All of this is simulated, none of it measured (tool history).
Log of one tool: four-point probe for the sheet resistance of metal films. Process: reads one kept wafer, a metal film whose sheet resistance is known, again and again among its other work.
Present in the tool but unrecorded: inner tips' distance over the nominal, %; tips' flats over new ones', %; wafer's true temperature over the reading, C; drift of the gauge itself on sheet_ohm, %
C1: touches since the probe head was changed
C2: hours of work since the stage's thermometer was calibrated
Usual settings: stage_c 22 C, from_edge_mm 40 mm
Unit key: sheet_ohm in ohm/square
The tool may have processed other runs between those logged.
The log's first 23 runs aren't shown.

Run 24, day 23.238: usual settings but stage_c 34 C, from_edge_mm 10 mm; C1 46962; C2 29. Result: sheet_ohm 0.492491 ohm/square.
Run 25, day 24.200: usual settings but stage_c 18 C, from_edge_mm 3 mm; C1 47606; C2 42. Result: sheet_ohm 0.521635 ohm/square.
Run 26, day 25.038: usual settings but from_edge_mm 4 mm; C1 48164; C2 52. Result: sheet_ohm 0.508941 ohm/square.
Run 27, day 25.692: usual settings but stage_c 28 C; C1 48601; C2 61. Result: sheet_ohm 0.491344 ohm/square.
Run 28, day 26.892: usual settings but stage_c 21 C, from_edge_mm 66 mm; C1 49401; C2 76. Result: sheet_ohm 0.493114 ohm/square.
Run 29, day 28.017: usual settings but stage_c 21 C, from_edge_mm 22 mm; C1 50152; C2 91. Result: sheet_ohm 0.493587 ohm/square.
Run 30, day 28.729: usual settings but stage_c 21 C, from_edge_mm 22 mm; C1 50626; C2 100. Result: sheet_ohm 0.493559 ohm/square.
At day 28.971: stage's thermometer calibrated, once more.
Run 31, day 30.050: usual settings but from_edge_mm 36 mm; C1 51495; C2 14. Result: sheet_ohm 0.493012 ohm/square.
Run 32, day 30.950: usual settings but stage_c 32 C, from_edge_mm 55 mm; C1 52095; C2 25. Result: sheet_ohm 0.490484 ohm/square.
Run 33, day 31.712: usual settings but stage_c 32 C, from_edge_mm 55 mm; C1 52603; C2 35. Result: sheet_ohm 0.490362 ohm/square.
Run 34, day 32.442: usual settings but stage_c 24 C; C1 53089; C2 45. Result: sheet_ohm 0.492353 ohm/square.
Run 35, day 33.800: usual settings but stage_c 31 C, from_edge_mm 5 mm; C1 53997; C2 62. Result: sheet_ohm 0.500900 ohm/square.
Run 36, day 34.404: usual settings but stage_c 25 C, from_edge_mm 4 mm; C1 54399; C2 70. Result: sheet_ohm 0.508046 ohm/square.
Run 37, day 35.117: usual settings but stage_c 25 C, from_edge_mm 4 mm; C1 54876; C2 79. Result: sheet_ohm 0.508013 ohm/square.
Run 38, day 36.183: usual settings but stage_c 26 C, from_edge_mm 14 mm; C1 55587; C2 93. Result: sheet_ohm 0.492970 ohm/square.
Run 39, day 37.575: usual settings but stage_c 31 C, from_edge_mm 13 mm; C1 56515; C2 111. Result: sheet_ohm 0.491762 ohm/square.
Run 40, day 38.296: usual settings but stage_c 21 C, from_edge_mm 6 mm; C1 56996; C2 120. Result: sheet_ohm 0.500130 ohm/square.
Run 41, day 39.438: usual settings but stage_c 34 C, from_edge_mm 5 mm; C1 57757; C2 135. Result: sheet_ohm 0.499968 ohm/square.
Run 42, day 40.338: usual settings but stage_c 24 C, from_edge_mm 74 mm; C1 58359; C2 146. Result: sheet_ohm 0.492118 ohm/square.
Run 43, day 41.725: usual settings but stage_c 23 C, from_edge_mm 6 mm; C1 59283; C2 164. Result: sheet_ohm 0.499351 ohm/square.
Run 44, day 42.346: usual settings but stage_c 34 C, from_edge_mm 6 mm; C1 59698; C2 172. Result: sheet_ohm 0.496705 ohm/square.
Run 45, day 42.979: usual settings but stage_c 34 C, from_edge_mm 6 mm; C1 60121; C2 180. Result: sheet_ohm 0.496587 ohm/square.
Run 46, day 43.558: usual settings but stage_c 24 C, from_edge_mm 3 mm; C1 60506; C2 188. Result: sheet_ohm 0.519679 ohm/square.

Branching from run 46: 3 alternative next runs. What would each branch give?
Run A, day 44.917: usual settings but stage_c 31 C, from_edge_mm 6 mm; C1 61414; C2 205. Result: sheet_ohm ?.
Run B, day 44.917: usual settings but stage_c 24 C, from_edge_mm 13 mm; C1 61414; C2 205. Result: sheet_ohm ?.
Run C, day 44.917: usual settings but stage_c 18 C, from_edge_mm 72 mm; C1 61414; C2 205. Result: sheet_ohm ?.

run  sheet_ohm
  A   0.497142
  B   0.493370
  C   0.493628
Take away the tool's hidden state, keep each run's random variation, and the runs would have read:
run  sheet_ohm
  A   0.499704
  B   0.495918
  C   0.496182
